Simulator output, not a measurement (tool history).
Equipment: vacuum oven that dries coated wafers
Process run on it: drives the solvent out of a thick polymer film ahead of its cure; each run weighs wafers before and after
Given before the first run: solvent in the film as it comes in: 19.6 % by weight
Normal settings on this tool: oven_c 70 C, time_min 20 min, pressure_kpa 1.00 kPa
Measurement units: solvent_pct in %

run 1 hour=0.0 | oven_c=70 time_min=20 pressure_kpa=1.00 | solvent_pct=0.92
run 2 hour=17.1 | oven_c=70 time_min=20 pressure_kpa=1.00 | solvent_pct=1.05
run 3 hour=28.7 | oven_c=70 time_min=20 pressure_kpa=1.00 | solvent_pct=0.99
run 4 hour=46.5 | oven_c=70 time_min=20 pressure_kpa=1.00 | solvent_pct=0.95
run 5 hour=59.2 | oven_c=70 time_min=20 pressure_kpa=1.00 | solvent_pct=0.94
run 6 hour=67.7 | oven_c=70 time_min=20 pressure_kpa=1.00 | solvent_pct=1.00
run 7 hour=84.6 | oven_c=70 time_min=20 pressure_kpa=1.00 | solvent_pct=0.99
run 8 hour=95.1 | oven_c=70 time_min=20 pressure_kpa=1.00 | solvent_pct=0.97
run 9 hour=110.5 | oven_c=57 time_min=20 pressure_kpa=1.00 | solvent_pct=5.90
run 10 hour=128.4 | oven_c=57 time_min=20 pressure_kpa=1.00 | solvent_pct=5.94
run 11 hour=143.8 | oven_c=57 time_min=20 pressure_kpa=1.00 | solvent_pct=5.91
run 12 hour=159.4 | oven_c=70 time_min=20 pressure_kpa=1.00 | solvent_pct=0.95
run 13 hour=175.3 | oven_c=70 time_min=20 pressure_kpa=1.00 | solvent_pct=0.99
run 14 hour=183.6 | oven_c=70 time_min=20 pressure_kpa=1.00 | solvent_pct=1.00
run 15 hour=196.6 | oven_c=70 time_min=20 pressure_kpa=1.00 | solvent_pct=0.91
run 16 hour=216.1 | oven_c=70 time_min=20 pressure_kpa=2.93 | solvent_pct=1.36
run 17 hour=229.4 | oven_c=70 time_min=25 pressure_kpa=1.00 | solvent_pct=0.58
run 18 hour=240.5 | oven_c=70 time_min=25 pressure_kpa=1.00 | solvent_pct=0.61
run 19 hour=255.1 | oven_c=70 time_min=20 pressure_kpa=1.00 | solvent_pct=1.04
run 20 hour=270.2 | oven_c=70 time_min=15 pressure_kpa=1.00 | solvent_pct=1.83
run 21 hour=287.3 | oven_c=70 time_min=27 pressure_kpa=3.87 | solvent_pct=1.13
run 22 hour=303.9 | oven_c=70 time_min=20 pressure_kpa=1.23 | solvent_pct=1.11
run 23 hour=321.8 | oven_c=63 time_min=16 pressure_kpa=0.87 | solvent_pct=4.26
run 24 hour=338.0 | oven_c=63 time_min=16 pressure_kpa=0.87 | solvent_pct=4.31
run 25 hour=352.3 | oven_c=63 time_min=16 pressure_kpa=0.87 | solvent_pct=4.42
run 26 hour=368.4 | oven_c=63 time_min=26 pressure_kpa=0.87 | solvent_pct=2.02
run 27 hour=382.1 | oven_c=63 time_min=26 pressure_kpa=0.87 | solvent_pct=2.01
run 28 hour=398.1 | oven_c=68 time_min=17 pressure_kpa=2.31 | solvent_pct=2.29
run 29 hour=414.2 | oven_c=57 time_min=17 pressure_kpa=2.31 | solvent_pct=7.25
run 30 hour=431.3 | oven_c=57 time_min=32 pressure_kpa=0.55 | solvent_pct=3.33
run 31 hour=447.5 | oven_c=57 time_min=25 pressure_kpa=2.69 | solvent_pct=4.31
run 32 hour=458.9 | oven_c=70 time_min=11 pressure_kpa=1.00 | solvent_pct=2.59
run 33 hour=473.4 | oven_c=70 time_min=28 pressure_kpa=0.55 | solvent_pct=0.23
run 34 hour=488.9 | oven_c=70 time_min=28 pressure_kpa=0.55 | solvent_pct=0.27
run 35 hour=505.0 | oven_c=67 time_min=20 pressure_kpa=2.93 | solvent_pct=1.69
run 36 hour=516.5 | oven_c=84 time_min=11 pressure_kpa=1.00 | solvent_pct=0.22
run 37 hour=532.6 | oven_c=84 time_min=11 pressure_kpa=1.00 | solvent_pct=0.21
run 38 hour=541.7 | oven_c=84 time_min=11 pressure_kpa=1.00 | solvent_pct=0.25
run 39 hour=551.1 | oven_c=84 time_min=11 pressure_kpa=1.00 | solvent_pct=0.27

Missing from the log above: 1 entry noted between runs. For each, name the pair of listed runs it sits between and say how the tool's hidden condition differs from the listed run just before to the listed run just after:
Between runs 30 and 31: oven's thermocouples calibrated (hour 436.2)
  true wafer temperature over the reading, C: -1.79 -> 0.3; true pressure over the reading, kPa: 0.072 -> 0.074
  what was measured, less what the result would be without the hidden state, solvent_pct: +0.77 -> -0.12 %
